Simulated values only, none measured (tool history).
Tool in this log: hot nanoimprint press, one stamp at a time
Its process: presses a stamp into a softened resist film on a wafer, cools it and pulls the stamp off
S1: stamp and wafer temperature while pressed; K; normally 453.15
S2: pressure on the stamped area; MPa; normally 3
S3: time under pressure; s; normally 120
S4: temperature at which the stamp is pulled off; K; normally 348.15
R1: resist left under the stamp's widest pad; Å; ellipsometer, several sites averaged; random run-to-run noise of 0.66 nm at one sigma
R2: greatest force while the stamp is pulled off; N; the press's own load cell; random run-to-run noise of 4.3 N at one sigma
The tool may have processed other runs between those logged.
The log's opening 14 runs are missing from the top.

| run | hour | S1 | S2 | S3 | S4 | R1 | R2 |
|---|---|---|---|---|---|---|---|
| 15 | 109.5 | 453.15 | 3 | 62 | 348.15 | 1974 | 276 |
| 16 | 114.9 | 461.15 | 3 | 65 | 348.15 | 1508 | 276 |
|  | 118.5 | plate thermocouple calibrated |
| 17 | 125.1 | 461.15 | 3 | 167 | 348.15 | 1103 | 264 |
| 18 | 136 | 461.15 | 4.66 | 167 | 348.15 | 842 | 273 |
| 19 | 142.2 | 445.15 | 3.14 | 61 | 347.15 | 2453 | 277 |
| 20 | 150.6 | 457.15 | 4.21 | 61 | 347.15 | 1461 | 286 |
| 21 | 162 | 453.15 | 1.8 | 120 | 343.15 | 2133 | 292 |
| 22 | 171.7 | 453.15 | 1.8 | 120 | 343.15 | 2132 | 298 |
|  | 184.7 | plate thermocouple calibrated, once more |
| 23 | 184.7 | 453.15 | 3.97 | 137 | 340.15 | 1314 | 320 |
| 24 | 194.8 | 447.15 | 3.75 | 120 | 348.15 | 1774 | 284 |
| 25 | 199.6 | 447.15 | 3.82 | 120 | 348.15 | 1741 | 282 |
| 26 | 207.4 | 447.15 | 3.82 | 120 | 348.15 | 1762 | 283 |
| 27 | 218.2 | 447.15 | 2.09 | 120 | 338.15 | 2337 | 343 |
| 28 | 227.6 | 445.15 | 3 | 84 | 348.15 | 2323 | 287 |
| 29 | 233.2 | 450.15 | 2.81 | 94 | 337.15 | 2011 | 351 |
| 30 | 238.6 | 450.15 | 2.81 | 94 | 348.15 | 1994 | 292 |

Predict each of these 3 candidate next runs independently; none follows another, all start after run 30:
| A | 249.1 | 454.15 | 3 | 120 | 348.15 | ? | ? |
| B | 249.1 | 450.15 | 2.81 | 85 | 334.15 | ? | ? |
| C | 249.1 | 450.15 | 3.66 | 94 | 348.15 | ? | ? |

| run | R1 | R2 |
|---|---|---|
| A | 1573 | 293 |
| B | 2057 | 365 |
| C | 1751 | 284 |
With the hidden condition removed and each run's random variation left untouched, the same runs would have given:
| run | R1 | R2 |
|---|---|---|
| A | 1541 | 215 |
| B | 2020 | 269 |
| C | 1713 | 209 |

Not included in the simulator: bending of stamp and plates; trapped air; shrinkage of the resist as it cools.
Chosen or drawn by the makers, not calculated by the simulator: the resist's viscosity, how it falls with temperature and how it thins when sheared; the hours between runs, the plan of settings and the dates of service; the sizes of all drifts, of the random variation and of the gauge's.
